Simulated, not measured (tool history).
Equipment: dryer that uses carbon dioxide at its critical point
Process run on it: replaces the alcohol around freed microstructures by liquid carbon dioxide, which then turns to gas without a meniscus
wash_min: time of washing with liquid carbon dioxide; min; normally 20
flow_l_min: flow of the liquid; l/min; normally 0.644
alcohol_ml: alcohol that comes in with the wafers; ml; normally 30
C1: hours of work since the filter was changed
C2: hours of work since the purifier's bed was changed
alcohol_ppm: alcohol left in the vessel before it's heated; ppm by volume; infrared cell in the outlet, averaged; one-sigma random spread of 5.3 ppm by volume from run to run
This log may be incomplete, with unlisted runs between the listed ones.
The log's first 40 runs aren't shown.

{"run": 41, "hour": 327.8, "wash_min": 31, "flow_l_min": 1.064, "alcohol_ml": 76, "C1": 83, "C2": 221, "alcohol_ppm": 17}
{"run": 42, "hour": 332.7, "wash_min": 14, "flow_l_min": 0.644, "alcohol_ml": 119, "C1": 85, "C2": 223, "alcohol_ppm": 2200}
{"run": 43, "hour": 344.3, "wash_min": 30, "flow_l_min": 0.442, "alcohol_ml": 35, "C1": 88, "C2": 227, "alcohol_ppm": 151}
{"run": 44, "hour": 349.6, "wash_min": 30, "flow_l_min": 0.442, "alcohol_ml": 35, "C1": 90, "C2": 228, "alcohol_ppm": 150}
{"run": 45, "hour": 360.4, "wash_min": 20, "flow_l_min": 0.693, "alcohol_ml": 30, "C1": 93, "C2": 232, "alcohol_ppm": 112}
{"run": 46, "hour": 367.3, "wash_min": 17, "flow_l_min": 0.727, "alcohol_ml": 65, "C1": 96, "C2": 234, "alcohol_ppm": 385}
{"run": 47, "hour": 378.8, "wash_min": 20, "flow_l_min": 0.644, "alcohol_ml": 25, "C1": 99, "C2": 238, "alcohol_ppm": 136}
{"run": 48, "hour": 389.0, "wash_min": 20, "flow_l_min": 0.454, "alcohol_ml": 30, "C1": 103, "C2": 241, "alcohol_ppm": 538}

3 options for the next run, each taken on its own from the tool as it stands now. Forecast them:
{"run": "A", "hour": 397.2, "wash_min": 20, "flow_l_min": 0.641, "alcohol_ml": 30, "C1": 105, "C2": 244, "alcohol_ppm": "?"}
{"run": "B", "hour": 397.2, "wash_min": 20, "flow_l_min": 0.836, "alcohol_ml": 30, "C1": 105, "C2": 244, "alcohol_ppm": "?"}
{"run": "C", "hour": 397.2, "wash_min": 18, "flow_l_min": 0.715, "alcohol_ml": 22, "C1": 105, "C2": 244, "alcohol_ppm": "?"}

run=A alcohol_ppm=166
run=B alcohol_ppm=53
run=C alcohol_ppm=119
With the hidden condition removed and each run's random variation left untouched, the same runs would have given:
run=A alcohol_ppm=116
run=B alcohol_ppm=25
run=C alcohol_ppm=78
